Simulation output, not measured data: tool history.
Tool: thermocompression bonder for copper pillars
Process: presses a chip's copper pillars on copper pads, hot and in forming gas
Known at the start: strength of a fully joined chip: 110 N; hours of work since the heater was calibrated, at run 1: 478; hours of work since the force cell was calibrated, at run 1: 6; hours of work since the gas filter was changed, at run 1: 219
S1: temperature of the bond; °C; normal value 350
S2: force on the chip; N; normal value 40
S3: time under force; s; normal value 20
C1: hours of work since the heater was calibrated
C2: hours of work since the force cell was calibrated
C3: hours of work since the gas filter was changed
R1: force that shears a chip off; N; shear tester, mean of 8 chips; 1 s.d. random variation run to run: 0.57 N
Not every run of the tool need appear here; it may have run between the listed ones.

{"run": 1, "day": 0.0, "S1": 350, "S2": 40, "S3": 20, "C1": 478, "C2": 6, "C3": 219, "R1": 48.8}
{"run": 2, "day": 0.25, "S1": 350, "S2": 40, "S3": 20, "C1": 482, "C2": 10, "C3": 222, "R1": 49.6}
{"run": 3, "day": 0.658, "S1": 350, "S2": 40, "S3": 20, "C1": 487, "C2": 15, "C3": 228, "R1": 48.7}
{"run": 4, "day": 0.9, "S1": 371, "S2": 40, "S3": 20, "C1": 490, "C2": 19, "C3": 231, "R1": 56.9}
{"run": 5, "day": 1.279, "S1": 350, "S2": 40, "S3": 34, "C1": 496, "C2": 24, "C3": 236, "R1": 59.7}
{"run": 6, "day": 1.471, "S1": 350, "S2": 40, "S3": 34, "C1": 498, "C2": 26, "C3": 239, "R1": 60.1}
{"run": 7, "day": 1.867, "S1": 350, "S2": 40, "S3": 20, "C1": 503, "C2": 32, "C3": 244, "R1": 48.8}
{"run": 8, "day": 2.25, "S1": 350, "S2": 40, "S3": 19, "C1": 509, "C2": 37, "C3": 249, "R1": 47.8}
{"run": 9, "day": 2.496, "S1": 350, "S2": 40, "S3": 19, "C1": 512, "C2": 40, "C3": 252, "R1": 47.3}
{"run": 10, "day": 2.683, "S1": 350, "S2": 40, "S3": 20, "C1": 514, "C2": 43, "C3": 255, "R1": 48.1}
{"run": 11, "day": 3.112, "S1": 350, "S2": 40, "S3": 20, "C1": 520, "C2": 49, "C3": 261, "R1": 48.3}
{"run": 12, "day": 3.333, "S1": 352, "S2": 40, "S3": 20, "C1": 523, "C2": 52, "C3": 264, "R1": 48.5}
{"run": 13, "day": 3.758, "S1": 375, "S2": 40, "S3": 20, "C1": 529, "C2": 57, "C3": 270, "R1": 58.4}
{"run": 14, "day": 4.083, "S1": 350, "S2": 40, "S3": 20, "C1": 533, "C2": 62, "C3": 274, "R1": 48.7}
{"run": 15, "day": 4.325, "S1": 330, "S2": 40, "S3": 20, "C1": 537, "C2": 65, "C3": 277, "R1": 40.4}
{"run": 16, "day": 4.504, "S1": 330, "S2": 40, "S3": 20, "C1": 539, "C2": 67, "C3": 280, "R1": 40.7}
{"day": 4.558, "done": "forming gas filter changed"}
{"run": 17, "day": 4.821, "S1": 350, "S2": 40, "S3": 20, "C1": 543, "C2": 71, "C3": 4, "R1": 49.9}
{"run": 18, "day": 5.242, "S1": 350, "S2": 40, "S3": 20, "C1": 549, "C2": 77, "C3": 9, "R1": 49.5}
{"run": 19, "day": 5.417, "S1": 350, "S2": 40, "S3": 20, "C1": 551, "C2": 79, "C3": 12, "R1": 49.3}
{"run": 20, "day": 5.629, "S1": 350, "S2": 40, "S3": 20, "C1": 554, "C2": 82, "C3": 14, "R1": 48.7}
{"run": 21, "day": 5.962, "S1": 350, "S2": 40, "S3": 20, "C1": 559, "C2": 87, "C3": 19, "R1": 50.1}
{"run": 22, "day": 6.204, "S1": 350, "S2": 25, "S3": 30, "C1": 562, "C2": 90, "C3": 22, "R1": 38.0}
{"run": 23, "day": 6.558, "S1": 365, "S2": 47, "S3": 41, "C1": 567, "C2": 95, "C3": 27, "R1": 76.7}
{"run": 24, "day": 6.971, "S1": 365, "S2": 47, "S3": 41, "C1": 572, "C2": 100, "C3": 33, "R1": 78.1}
{"run": 25, "day": 7.196, "S1": 369, "S2": 24, "S3": 23, "C1": 575, "C2": 103, "C3": 36, "R1": 38.9}
{"run": 26, "day": 7.438, "S1": 350, "S2": 40, "S3": 20, "C1": 578, "C2": 107, "C3": 39, "R1": 49.7}
{"run": 27, "day": 7.758, "S1": 372, "S2": 26, "S3": 20, "C1": 583, "C2": 111, "C3": 43, "R1": 39.8}
{"run": 28, "day": 8.017, "S1": 372, "S2": 26, "S3": 20, "C1": 586, "C2": 115, "C3": 47, "R1": 40.0}
{"run": 29, "day": 8.433, "S1": 372, "S2": 26, "S3": 20, "C1": 592, "C2": 120, "C3": 52, "R1": 40.1}
{"run": 30, "day": 8.854, "S1": 373, "S2": 45, "S3": 22, "C1": 598, "C2": 126, "C3": 58, "R1": 65.7}
{"run": 31, "day": 9.233, "S1": 353, "S2": 48, "S3": 20, "C1": 603, "C2": 131, "C3": 63, "R1": 58.5}
{"run": 32, "day": 9.617, "S1": 362, "S2": 32, "S3": 18, "C1": 608, "C2": 136, "C3": 68, "R1": 42.8}
{"run": 33, "day": 9.875, "S1": 328, "S2": 48, "S3": 18, "C1": 611, "C2": 140, "C3": 72, "R1": 46.3}
{"run": 34, "day": 10.125, "S1": 350, "S2": 40, "S3": 14, "C1": 615, "C2": 143, "C3": 75, "R1": 43.3}
{"run": 35, "day": 10.421, "S1": 350, "S2": 58, "S3": 20, "C1": 619, "C2": 147, "C3": 79, "R1": 66.4}
{"run": 36, "day": 10.638, "S1": 350, "S2": 25, "S3": 27, "C1": 622, "C2": 150, "C3": 82, "R1": 36.5}
{"run": 37, "day": 10.904, "S1": 350, "S2": 25, "S3": 27, "C1": 625, "C2": 154, "C3": 86, "R1": 35.3}

5 options for the next run, each taken on its own from the tool as it stands now. Forecast them:
{"run": "A", "day": 11.271, "S1": 350, "S2": 40, "S3": 14, "C1": 630, "C2": 159, "C3": 91, "R1": "?"}
{"run": "B", "day": 11.271, "S1": 325, "S2": 40, "S3": 30, "C1": 630, "C2": 159, "C3": 91, "R1": "?"}
{"run": "C", "day": 11.271, "S1": 361, "S2": 35, "S3": 21, "C1": 630, "C2": 159, "C3": 91, "R1": "?"}
{"run": "D", "day": 11.271, "S1": 356, "S2": 29, "S3": 20, "C1": 630, "C2": 159, "C3": 91, "R1": "?"}
{"run": "E", "day": 11.271, "S1": 335, "S2": 33, "S3": 27, "C1": 630, "C2": 159, "C3": 91, "R1": "?"}

run=A R1=43.4
run=B R1=46.2
run=C R1=49.7
run=D R1=37.6
run=E R1=41.1
With the hidden condition removed and each run's random variation left untouched, the same runs would have given:
run=A R1=43.7
run=B R1=46.5
run=C R1=50.0
run=D R1=37.9
run=E R1=41.3
